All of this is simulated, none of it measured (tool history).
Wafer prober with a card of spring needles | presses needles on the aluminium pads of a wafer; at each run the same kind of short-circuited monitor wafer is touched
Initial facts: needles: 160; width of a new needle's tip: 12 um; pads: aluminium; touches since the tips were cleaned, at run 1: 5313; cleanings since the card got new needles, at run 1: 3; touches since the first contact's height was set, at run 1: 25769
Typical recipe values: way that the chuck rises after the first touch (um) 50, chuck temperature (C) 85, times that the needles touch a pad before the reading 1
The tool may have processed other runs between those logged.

run    day  way that the chuck rises after the first touch (um)  chuck temperature (C)  times that the needles touch a pad before the reading  touches since the tips were cleaned  cleanings since the card got new needles  touches since the first contact's height was set  resistance of one needle with its contact and lead (mohm)  way that a needle slides on the pad (um)
  1  0.000                                                   50                     85                                                      1                                 5313                                         3                                             25769                                                        175                                      6.31
     0.125  -- tips cleaned on abrasive film
  2  0.304                                                   50                     85                                                      1                                  849                                         4                                             27194                                                        172                                      6.35
  3  0.492                                                   69                     85                                                      1                                 1764                                         4                                             28109                                                        173                                      8.76
  4  0.775                                                   69                     85                                                      1                                 3101                                         4                                             29446                                                        171                                      8.77
  5  1.075                                                   50                     95                                                      1                                 4539                                         4                                             30884                                                        178                                      6.40
  6  1.238                                                   50                    124                                                      1                                 5330                                         4                                             31675                                                        180                                      6.39
     1.367  -- tips cleaned on abrasive film
  7  1.612                                                   50                    124                                                      1                                 1162                                         5                                             33434                                                        179                                      6.38
  8  1.933                                                   50                    124                                                      1                                 2694                                         5                                             34966                                                        182                                      6.39
  9  2.217                                                   50                    124                                                      1                                 4044                                         5                                             36316                                                        183                                      6.38
 10  2.433                                                   50                    124                                                      1                                 5082                                         5                                             37354                                                        185                                      6.43
     2.608  -- tips cleaned on abrasive film
 11  2.625                                                   46                    124                                                      1                                   91                                         6                                             38263                                                        180                                      5.88
 12  2.792                                                   46                    124                                                      1                                  885                                         6                                             39057                                                        185                                      5.90
 13  3.083                                                   46                    124                                                      1                                 2270                                         6                                             40442                                                        182                                      5.93
 14  3.246                                                   46                    124                                                      2                                 3061                                         6                                             41233                                                        182                                      5.90
 15  3.425                                                   46                    124                                                      2                                 3908                                         6                                             42080                                                        183                                      5.94
 16  3.596                                                   46                    124                                                      2                                 4734                                         6                                             42906                                                        185                                      5.94
     3.842  -- tips cleaned on abrasive film
 17  3.842                                                   46                    124                                                      2                                    0                                         7                                             44057                                                        184                                      5.91
 18  3.996                                                   46                     96                                                      2                                  744                                         7                                             44801                                                        178                                      5.93
 19  4.204                                                   46                     96                                                      2                                 1740                                         7                                             45797                                                        179                                      5.95
 20  4.421                                                   68                     31                                                      1                                 2774                                         7                                             46831                                                        164                                      8.80
 21  4.708                                                   50                     74                                                      2                                 4132                                         7                                             48189                                                        177                                      6.47
 22  5.021                                                   50                     74                                                      2                                 5637                                         7                                             49694                                                        173                                      6.49
     5.083  -- tips cleaned on abrasive film
 23  5.283                                                   35                     85                                                      2                                  958                                         8                                             50922                                                        179                                      4.53
 24  5.608                                                   50                     85                                                      2                                 2515                                         8                                             52479                                                        174                                      6.49
 25  5.925                                                   38                     85                                                      1                                 4024                                         8                                             53988                                                        178                                      4.95
 26  6.088                                                   52                     81                                                      1                                 4813                                         8                                             54777                                                        177                                      6.81
 27  6.271                                                   47                     54                                                      2                                 5676                                         8                                             55640                                                        172                                      6.10
     6.329  -- tips cleaned on abrasive film
     6.350  -- gauge calibrated
 28  6.438                                                   31                     85                                                      1                                  507                                         9                                             56417                                                        182                                      3.95
 29  6.821                                                   50                     53                                                      1                                 2352                                         9                                             58262                                                        169                                      6.34

What differs in the tool's unlogged condition from the final listed run ahead of each entry between runs to the first listed run following it?
Runs 1 to 2: tips cleaned on abrasive film (day 0.125)
  debris on the tips, nm: 0.6 -> 0.3; drift of the gauge itself on scrub_um, %: 0 -> 0.13
  the result without the hidden state subtracted from the measured one, way that a needle slides on the pad (um): +0.00 -> +0.01
Runs 6 to 7: tips cleaned on abrasive film (day 1.367)
  debris on the tips, nm: 0.6 -> 0.3; drift of the gauge itself on scrub_um, %: 0.55 -> 0.72
  the result without the hidden state subtracted from the measured one, way that a needle slides on the pad (um): +0.04 -> +0.04
Runs 10 to 11: tips cleaned on abrasive film (day 2.608)
  debris on the tips, nm: 0.6 -> 0.1; drift of the gauge itself on scrub_um, %: 1.09 -> 1.17
  the result without the hidden state subtracted from the measured one, way that a needle slides on the pad (um): +0.06 -> +0.06
Runs 16 to 17: tips cleaned on abrasive film (day 3.842)
  debris on the tips, nm: 0.6 -> 0.1; drift of the gauge itself on scrub_um, %: 1.61 -> 1.71
  the result without the hidden state subtracted from the measured one, way that a needle slides on the pad (um): +0.09 -> +0.10
Runs 22 to 23: tips cleaned on abrasive film (day 5.083)
  debris on the tips, nm: 0.6 -> 0.3; drift of the gauge itself on scrub_um, %: 2.24 -> 2.36
  the result without the hidden state subtracted from the measured one, way that a needle slides on the pad (um): +0.14 -> +0.11
Runs 27 to 28: tips cleaned on abrasive film (day 6.329); gauge calibrated (day 6.350)
  debris on the tips, nm: 0.6 -> 0.2; drift of the gauge itself on scrub_um, %: 2.8 -> 0.04
  the result without the hidden state subtracted from the measured one, way that a needle slides on the pad (um): +0.16 -> +0.00

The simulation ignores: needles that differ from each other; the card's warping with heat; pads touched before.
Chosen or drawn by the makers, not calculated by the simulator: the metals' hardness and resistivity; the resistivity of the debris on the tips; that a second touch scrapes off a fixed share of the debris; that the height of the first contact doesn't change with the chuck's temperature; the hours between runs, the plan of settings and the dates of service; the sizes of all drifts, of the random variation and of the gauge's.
